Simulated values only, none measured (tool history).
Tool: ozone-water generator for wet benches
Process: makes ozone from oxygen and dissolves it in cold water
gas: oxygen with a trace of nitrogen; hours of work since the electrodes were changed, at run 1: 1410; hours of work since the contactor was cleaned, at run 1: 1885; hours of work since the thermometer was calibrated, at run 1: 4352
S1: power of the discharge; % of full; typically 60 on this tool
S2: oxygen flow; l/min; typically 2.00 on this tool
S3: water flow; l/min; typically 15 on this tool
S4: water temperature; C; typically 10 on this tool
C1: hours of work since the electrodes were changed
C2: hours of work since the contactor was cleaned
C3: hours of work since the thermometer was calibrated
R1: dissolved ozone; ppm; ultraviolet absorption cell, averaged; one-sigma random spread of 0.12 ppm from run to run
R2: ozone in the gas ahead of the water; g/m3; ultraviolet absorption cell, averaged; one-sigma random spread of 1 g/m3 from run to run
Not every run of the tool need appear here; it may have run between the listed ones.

Run 1, hour 0.0: usual settings; C1 1410; C2 1885; C3 4352. Result: R1 11.8 ppm, R2 172.7 g/m3.
Run 2, hour 86.0: usual settings but S4 9 C; C1 1477; C2 1952; C3 4419. Result: R1 11.8 ppm, R2 172.3 g/m3.
At hour 127.2: water thermometer calibrated.
Run 3, hour 172.2: usual settings but S4 9 C; C1 1544; C2 2019; C3 35. Result: R1 11.8 ppm, R2 171.4 g/m3.
Run 4, hour 250.6: usual settings but S4 9 C; C1 1606; C2 2080; C3 96. Result: R1 12.0 ppm, R2 172.7 g/m3.
Run 5, hour 316.5: usual settings but S4 9 C; C1 1657; C2 2132; C3 148. Result: R1 11.7 ppm, R2 169.5 g/m3.
Run 6, hour 363.0: usual settings but S4 9 C; C1 1693; C2 2168; C3 184. Result: R1 11.7 ppm, R2 170.8 g/m3.
Run 7, hour 436.5: usual settings; C1 1751; C2 2225; C3 242. Result: R1 11.6 ppm, R2 169.7 g/m3.
Run 8, hour 498.1: usual settings; C1 1799; C2 2273; C3 290. Result: R1 11.5 ppm, R2 170.7 g/m3.
Run 9, hour 566.6: usual settings; C1 1853; C2 2327; C3 343. Result: R1 11.6 ppm, R2 170.6 g/m3.
Run 10, hour 616.2: usual settings; C1 1891; C2 2366; C3 382. Result: R1 11.7 ppm, R2 171.1 g/m3.
Run 11, hour 682.3: usual settings; C1 1943; C2 2417; C3 434. Result: R1 11.5 ppm, R2 171.2 g/m3.
Run 12, hour 726.9: usual settings; C1 1978; C2 2452; C3 469. Result: R1 11.5 ppm, R2 170.3 g/m3.
Run 13, hour 813.3: usual settings; C1 2045; C2 2520; C3 536. Result: R1 11.4 ppm, R2 171.8 g/m3.
At hour 821.8: contactor cleaned.
Run 14, hour 895.6: usual settings; C1 2106; C2 58; C3 597. Result: R1 11.1 ppm, R2 167.8 g/m3.
Run 15, hour 948.3: usual settings; C1 2148; C2 99; C3 638. Result: R1 11.5 ppm, R2 168.3 g/m3.
Run 16, hour 1000.3: usual settings but S2 3.14 l/min; C1 2188; C2 140; C3 679. Result: R1 11.9 ppm, R2 128.1 g/m3.
Run 17, hour 1056.5: usual settings but S2 1.13 l/min, S3 18 l/min; C1 2232; C2 183; C3 723. Result: R1 8.4 ppm, R2 238.9 g/m3.
Run 18, hour 1108.8: usual settings but S2 1.13 l/min, S3 18 l/min; C1 2273; C2 224; C3 764. Result: R1 8.6 ppm, R2 236.2 g/m3.
At hour 1141.4: contactor cleaned, once more.
Run 19, hour 1168.4: usual settings but S2 3.25 l/min, S3 24 l/min; C1 2316; C2 21; C3 807. Result: R1 8.1 ppm, R2 126.9 g/m3.
Run 20, hour 1222.2: usual settings but S1 44 % of full, S2 1.31 l/min, S3 24 l/min; C1 2359; C2 63; C3 849. Result: R1 5.1 ppm, R2 172.1 g/m3.
Run 21, hour 1308.6: usual settings but S2 2.90 l/min, S4 16 C; C1 2426; C2 131; C3 917. Result: R1 11.2 ppm, R2 133.2 g/m3.
Run 22, hour 1365.3: usual settings but S1 98 % of full, S2 2.90 l/min, S3 18 l/min, S4 12 C; C1 2470; C2 175; C3 961. Result: R1 14.6 ppm, R2 194.5 g/m3.
Run 23, hour 1435.9: usual settings but S1 98 % of full, S2 2.90 l/min, S3 10 l/min, S4 6 C; C1 2526; C2 230; C3 1016. Result: R1 25.2 ppm, R2 191.9 g/m3.
Run 24, hour 1491.7: usual settings but S1 98 % of full, S2 2.90 l/min, S3 10 l/min, S4 6 C; C1 2569; C2 274; C3 1060. Result: R1 25.5 ppm, R2 192.2 g/m3.
Run 25, hour 1580.6: usual settings but S1 98 % of full, S2 2.90 l/min, S3 10 l/min, S4 6 C; C1 2639; C2 343; C3 1130. Result: R1 24.9 ppm, R2 191.9 g/m3.
Run 26, hour 1653.6: usual settings but S1 58 % of full, S2 1.93 l/min, S3 11 l/min; C1 2696; C2 400; C3 1186. Result: R1 14.6 ppm, R2 165.5 g/m3.
Run 27, hour 1709.2: usual settings but S1 69 % of full, S2 1.57 l/min, S3 11 l/min, S4 6 C; C1 2739; C2 444; C3 1230. Result: R1 16.9 ppm, R2 213.9 g/m3.
Run 28, hour 1787.0: usual settings but S1 40 % of full, S2 1.79 l/min, S4 6 C; C1 2800; C2 505; C3 1291. Result: R1 8.4 ppm, R2 132.4 g/m3.

4 options for the next run, each taken on its own from the tool as it stands now. Forecast them:
Run A, hour 1860.1: usual settings but S4 14 C; C1 2857; C2 562; C3 1348. Result: R1 ?, R2 ?.
Run B, hour 1860.1: usual settings but S1 47 % of full, S2 2.42 l/min, S4 14 C; C1 2857; C2 562; C3 1348. Result: R1 ?, R2 ?.
Run C, hour 1860.1: usual settings but S1 68 % of full, S2 3.34 l/min, S4 11 C; C1 2857; C2 562; C3 1348. Result: R1 ?, R2 ?.
Run D, hour 1860.1: usual settings but S1 72 % of full, S2 1.78 l/min, S4 11 C; C1 2857; C2 562; C3 1348. Result: R1 ?, R2 ?.

run    R1     R2
  A  11.0  165.6
  B   9.3  123.1
  C  13.0  134.2
  D  12.8  204.8
Stripped of hidden state, with their random variation kept, the same runs would have yielded:
run    R1     R2
  A  11.9  177.0
  B   9.9  129.7
  C  14.1  144.5
  D  14.0  221.2
